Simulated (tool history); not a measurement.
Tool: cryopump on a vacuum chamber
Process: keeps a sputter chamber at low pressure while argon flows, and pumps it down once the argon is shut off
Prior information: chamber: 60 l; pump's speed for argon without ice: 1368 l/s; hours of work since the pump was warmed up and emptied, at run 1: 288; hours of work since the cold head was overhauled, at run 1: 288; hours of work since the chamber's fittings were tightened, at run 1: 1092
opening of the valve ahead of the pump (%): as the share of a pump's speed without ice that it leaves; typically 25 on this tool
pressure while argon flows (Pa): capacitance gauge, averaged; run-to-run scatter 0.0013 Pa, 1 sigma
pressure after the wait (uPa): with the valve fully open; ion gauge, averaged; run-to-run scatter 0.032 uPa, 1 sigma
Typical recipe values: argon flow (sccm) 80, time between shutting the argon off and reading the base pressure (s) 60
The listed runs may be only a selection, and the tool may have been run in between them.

run	hour	argon flow (sccm)	time between shutting the argon off and reading the base pressure (s)	opening of the valve ahead of the pump (%)	hours of work since the pump was warmed up and emptied	hours of work since the cold head was overhauled	hours of work since the chamber's fittings were tightened	pressure while argon flows (Pa)	pressure after the wait (uPa)
1	0	80	60	25	288	288	1092	0.402	2.81
2	17.6	80	60	25	295	295	1100	0.4027	2.77
3	44.5	80	60	25	306	306	1111	0.4046	2.83
4	66.1	80	60	25	315	315	1119	0.4034	2.77
5	87.5	80	60	25	324	324	1128	0.4009	2.76
6	107.8	80	60	25	332	332	1136	0.4041	2.83
7	126	80	60	25	340	340	1144	0.4036	2.92
8	150.2	80	60	25	349	349	1154	0.4038	2.87
9	172.6	80	60	25	359	359	1163	0.4043	2.94
10	202.3	80	60	25	371	371	1175	0.4044	2.94
11	228.5	80	54	25	381	381	1186	0.4053	3.04
12	244.3	62	60	25	388	388	1192	0.3118	2.9
13	271.7	62	60	25	399	399	1203	0.3137	2.89
14	287.2	62	60	25	405	405	1210	0.3142	2.98
15	309.9	80	228	25	415	415	1219	0.405	1.9
16	340	154	60	25	427	427	1231	0.7755	2.96
17	360.9	154	60	25	435	435	1240	0.7773	2.9
18	388.1	154	60	25	447	447	1251	0.7756	3.06
19	412.3	154	60	25	456	456	1261	0.7756	3.03
20	427.8	154	60	25	463	463	1267	0.7836	2.97
21	450.9	154	60	25	472	472	1276	0.7802	3.19
22	479.5	154	60	25	484	484	1288	0.7833	3.06
23	509	92	229	22	496	496	1300	0.5292	2
24	534.2	92	229	22	506	506	1310	0.5288	2.04
25	560.8	34	25	22	517	517	1321	0.1962	5.1
26	583.9	58	60	31	526	526	1331	0.2392	3.1
27	611.9	58	297	16	538	538	1342	0.4571	1.92
28	638.1	34	297	41	549	549	1353	0.108	1.94
29	653.2	34	297	41	555	555	1359	0.1083	1.99
# hour 657.8: leaking fittings of the chamber tightened, without venting
30	683.5	34	297	41	566	566	11	0.1077	0.6
31	706.4	34	297	41	576	576	20	0.1078	0.58
32	730.9	115	26	46	586	586	30	0.328	3.74
33	752.7	115	26	46	594	594	39	0.3259	3.72

Selected run-to-run steps in pressure while argon flows (Pa), each split into two signed amounts: the part the tool would show with no hidden state at all (from settings, incoming material and random variation), and the remainder, which goes to the hidden state together with any gauge scatter not common to the measured and the hidden-state-free results:
What the log doesn't record here: pump's speed, % of a pump's without ice; cold plate's temperature, K; leak into the chamber, uPa l/s; drift of the gauge itself on working_pa, %; drift of the gauge itself on base_upa, %.
Run 15 -> 16: argon flow (sccm) 80 -> 154, time between shutting the argon off and reading the base pressure (s) 228 -> 60. pressure while argon flows (Pa) +0.3705: hidden state +0.0089, all else +0.3616.
Run 22 -> 23: argon flow (sccm) 154 -> 92, time between shutting the argon off and reading the base pressure (s) 60 -> 229, opening of the valve ahead of the pump (%) 25 -> 22. pressure while argon flows (Pa) -0.2541: hidden state -0.008, all else -0.2461.
Run 24 -> 25: argon flow (sccm) 92 -> 34, time between shutting the argon off and reading the base pressure (s) 229 -> 25. pressure while argon flows (Pa) -0.3326: hidden state -0.008, all else -0.3246.
Run 27 -> 28: argon flow (sccm) 58 -> 34, opening of the valve ahead of the pump (%) 16 -> 41. pressure while argon flows (Pa) -0.3491: hidden state -0.0034, all else -0.3457.
Run 31 -> 32: argon flow (sccm) 34 -> 115, time between shutting the argon off and reading the base pressure (s) 297 -> 26, opening of the valve ahead of the pump (%) 41 -> 46. pressure while argon flows (Pa) +0.2202: hidden state +0.013, all else +0.2072.
